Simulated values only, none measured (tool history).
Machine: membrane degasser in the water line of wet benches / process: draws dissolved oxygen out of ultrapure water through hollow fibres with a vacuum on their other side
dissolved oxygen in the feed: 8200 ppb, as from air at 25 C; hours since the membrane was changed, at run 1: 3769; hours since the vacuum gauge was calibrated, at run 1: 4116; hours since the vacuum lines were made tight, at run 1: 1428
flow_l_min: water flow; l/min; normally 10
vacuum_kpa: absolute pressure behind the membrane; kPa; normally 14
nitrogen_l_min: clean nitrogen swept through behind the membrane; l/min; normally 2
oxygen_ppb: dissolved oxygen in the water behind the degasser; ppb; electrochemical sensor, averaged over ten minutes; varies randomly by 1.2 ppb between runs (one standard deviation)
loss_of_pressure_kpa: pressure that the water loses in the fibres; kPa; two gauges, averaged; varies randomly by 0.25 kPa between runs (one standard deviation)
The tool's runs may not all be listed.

run    hour  flow_l_min  vacuum_kpa  nitrogen_l_min  hours since the membrane was changed  hours since the vacuum gauge was calibrated  hours since the vacuum lines were made tight  oxygen_ppb  loss_of_pressure_kpa
  1       0          10          14               2                                  3769                                         4116                                          1428       134.1                 67.72
  2   149.6          10        11.9               2                                  3919                                         4266                                          1578       109.5                 67.21
  3   255.3          10          14               2                                  4024                                         4372                                          1684       135.4                 67.58
  4     432          10        10.8               2                                  4201                                         4548                                          1860        96.8                 67.54
  5   535.1          10        10.8               2                                  4304                                         4651                                          1964        98.2                    68
      551.4  -- vacuum gauge calibrated
  6   623.8          10          14               2                                  4392                                           72                                          2052       134.3                 67.52
  7   816.6          10          14               2                                  4585                                          265                                          2244       135.8                  67.8
  8   930.4          10          14               2                                  4699                                          379                                          2358       133.1                 67.22
  9  1113.1          10          14            4.02                                  4882                                          562                                          2541        69.5                 67.43
 10  1206.1          10          14            4.02                                  4975                                          655                                          2634        70.6                 67.51
 11  1379.8          10          32               2                                  5148                                          828                                          2808         346                 68.24
 12  1516.4          10          32               2                                  5285                                          965                                          2944       345.9                 68.37
 13    1622          11          32               2                                  5390                                         1071                                          3050       377.6                 74.86
 14  1819.2          11          32               2                                  5588                                         1268                                          3247       385.7                 75.03
 15    1986          10          14               2                                  5755                                         1435                                          3414       137.6                 68.22
 16  2170.7          10          14               2                                  5939                                         1619                                          3599       135.1                 68.21
 17  2299.2          15          14            2.61                                  6068                                         1748                                          3727       163.8                103.23
 18  2471.1          10        18.8            1.32                                  6240                                         1920                                          3899       284.7                 68.21
 19  2646.3           8          14            3.48                                  6415                                         2095                                          4074        66.6                 54.59
 20  2816.3           9        16.9            1.13                                  6585                                         2265                                          4244       262.3                 61.66
 21  3002.1           9        16.9            1.13                                  6771                                         2451                                          4430       267.4                 61.79
 22  3097.3           7          14            3.15                                  6866                                         2546                                          4525        62.8                 47.95
 23  3179.7          10          14            1.63                                  6948                                         2628                                          4608       167.4                 68.83
 24  3339.2           7          25            0.99                                  7108                                         2788                                          4767       373.9                 48.14
 25  3480.9           7          25            0.99                                  7249                                         2929                                          4909       368.6                 47.53
 26  3652.5          12        10.9            5.81                                  7421                                         3101                                          5080        46.9                  82.6
 27  3764.7          14        11.5            5.16                                  7533                                         3213                                          5193        67.9                 96.46
 28  3918.1          14        11.5            5.16                                  7687                                         3367                                          5346        67.4                 96.52
 29    4068          10          14               2                                  7836                                         3517                                          5496       140.3                 68.82
 30  4221.6           8        17.6               2                                  7990                                         3670                                          5650         147                 55.55
 31  4353.7          12          23            1.51                                  8122                                         3802                                          5782       378.4                 82.61
 32  4468.7          10        19.1             3.1                                  8237                                         3917                                          5897       134.3                 69.14

Results per run with the tool's hidden condition removed, run-to-run variation unchanged:
Unlogged tool condition in this case: membrane still open, %; true pressure behind the membrane over the reading, kPa; air that leaks in behind the membrane, l/min; drift of the gauge itself on oxygen_ppb, %; drift of the gauge itself on loss_of_pressure_kpa, %.
run  oxygen_ppb  loss_of_pressure_kpa
  1       130.7                 66.51
  2       106.1                 65.95
  3       131.7                 66.29
  4        93.3                 66.19
  5        94.5                 66.62
  6       132.1                  66.1
  7       133.3                 66.31
  8       130.5                 65.71
  9        67.8                 65.85
 10        68.8                  65.9
 11       339.4                 66.55
 12         339                 66.63
 13       370.3                 72.92
 14       377.8                 73.01
 15       133.7                 66.33
 16       131.1                 66.25
 17       158.7                100.21
 18       277.1                 66.15
 19        63.9                 52.89
 20       254.1                  59.7
 21       258.7                 59.76
 22        59.7                 46.35
 23       161.3                 66.51
 24         359                 46.48
 25       353.5                 45.84
 26        43.9                 79.61
 27        63.6                 92.92
 28          63                  92.9
 29       133.9                 66.19
 30       139.6                 53.39
 31       365.6                 79.33
 32         128                 66.36
